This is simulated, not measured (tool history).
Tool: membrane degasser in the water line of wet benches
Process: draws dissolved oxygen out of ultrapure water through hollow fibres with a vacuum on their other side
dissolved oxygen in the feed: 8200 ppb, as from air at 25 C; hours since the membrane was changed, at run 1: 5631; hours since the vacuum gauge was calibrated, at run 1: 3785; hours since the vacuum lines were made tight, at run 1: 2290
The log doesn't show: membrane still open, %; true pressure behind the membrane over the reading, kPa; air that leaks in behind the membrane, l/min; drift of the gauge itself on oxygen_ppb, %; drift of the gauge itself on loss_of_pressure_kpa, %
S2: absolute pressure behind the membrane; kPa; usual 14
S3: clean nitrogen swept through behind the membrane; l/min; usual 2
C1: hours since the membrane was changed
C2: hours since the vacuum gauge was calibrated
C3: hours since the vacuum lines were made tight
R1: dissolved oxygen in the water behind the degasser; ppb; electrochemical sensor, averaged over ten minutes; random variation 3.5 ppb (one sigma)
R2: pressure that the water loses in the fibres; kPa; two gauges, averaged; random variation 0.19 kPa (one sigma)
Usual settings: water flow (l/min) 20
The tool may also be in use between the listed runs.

Run 1, hour 0: usual settings; C1 5631; C2 3785; C3 2290. Result: R1 348.1 ppb, R2 40.48 kPa.
Run 2, hour 282.9: usual settings but S3 1.74 l/min; C1 5914; C2 4068; C3 2573. Result: R1 375.4 ppb, R2 40.5 kPa.
Run 3, hour 557.9: usual settings but S2 19.5 kPa, S3 1.74 l/min; C1 6189; C2 4343; C3 2848. Result: R1 513.7 ppb, R2 40.03 kPa.
Run 4, hour 827.9: usual settings but S2 34.2 kPa; C1 6459; C2 4613; C3 3118. Result: R1 765.3 ppb, R2 40.47 kPa.
Run 5, hour 1103.1: usual settings but S2 34.2 kPa, S3 3.36 l/min; C1 6734; C2 4888; C3 3393. Result: R1 522.2 ppb, R2 40.45 kPa.
Run 6, hour 1244.2: usual settings but S2 34.2 kPa, S3 3.36 l/min; C1 6875; C2 5029; C3 3534. Result: R1 516.5 ppb, R2 40.5 kPa.
Run 7, hour 1485.2: usual settings but S2 34.2 kPa, S3 3.36 l/min; C1 7116; C2 5270; C3 3775. Result: R1 519.9 ppb, R2 40.39 kPa.
Run 8, hour 1659.2: usual settings; C1 7290; C2 5444; C3 3949. Result: R1 349.2 ppb, R2 40.4 kPa.
Run 9, hour 1853: usual settings; C1 7484; C2 5638; C3 4143. Result: R1 351 ppb, R2 40.1 kPa.
Run 10, hour 2074.8: usual settings; C1 7706; C2 5860; C3 4365. Result: R1 352.2 ppb, R2 40.64 kPa.
Run 11, hour 2358.2: usual settings; C1 7989; C2 6143; C3 4648. Result: R1 349.1 ppb, R2 40.31 kPa.
Run 12, hour 2511.6: usual settings but S2 19.6 kPa; C1 8143; C2 6296; C3 4801. Result: R1 469.2 ppb, R2 40.74 kPa.
Run 13, hour 2768.8: usual settings but S2 19.6 kPa; C1 8400; C2 6554; C3 5059. Result: R1 464.1 ppb, R2 40.2 kPa.
Run 14, hour 2980.6: usual settings; C1 8612; C2 6765; C3 5271. Result: R1 347.3 ppb, R2 40.56 kPa.
Run 15, hour 3240.7: usual settings but S2 19 kPa; C1 8872; C2 7026; C3 5531. Result: R1 460.5 ppb, R2 40.41 kPa.
Run 16, hour 3484.7: usual settings but S2 19 kPa, S3 1.06 l/min; C1 9116; C2 7270; C3 5775. Result: R1 721.3 ppb, R2 40.32 kPa.
Run 17, hour 3635.8: usual settings but water flow (l/min) 19, S3 5.31 l/min; C1 9267; C2 7421; C3 5926. Result: R1 183.3 ppb, R2 38.65 kPa.

The next listed run, before its measurement:
Run 18, hour 3916.8: usual settings but water flow (l/min) 15, S2 23.7 kPa; C1 9548; C2 7702; C3 6207. Result: R1 ?, R2 ?.

{"run 18": {"R1": 403.9, "R2": 30.1}}
Without the tool's hidden state the same run would have given R1 403.3 ppb, R2 30.06 kPa.
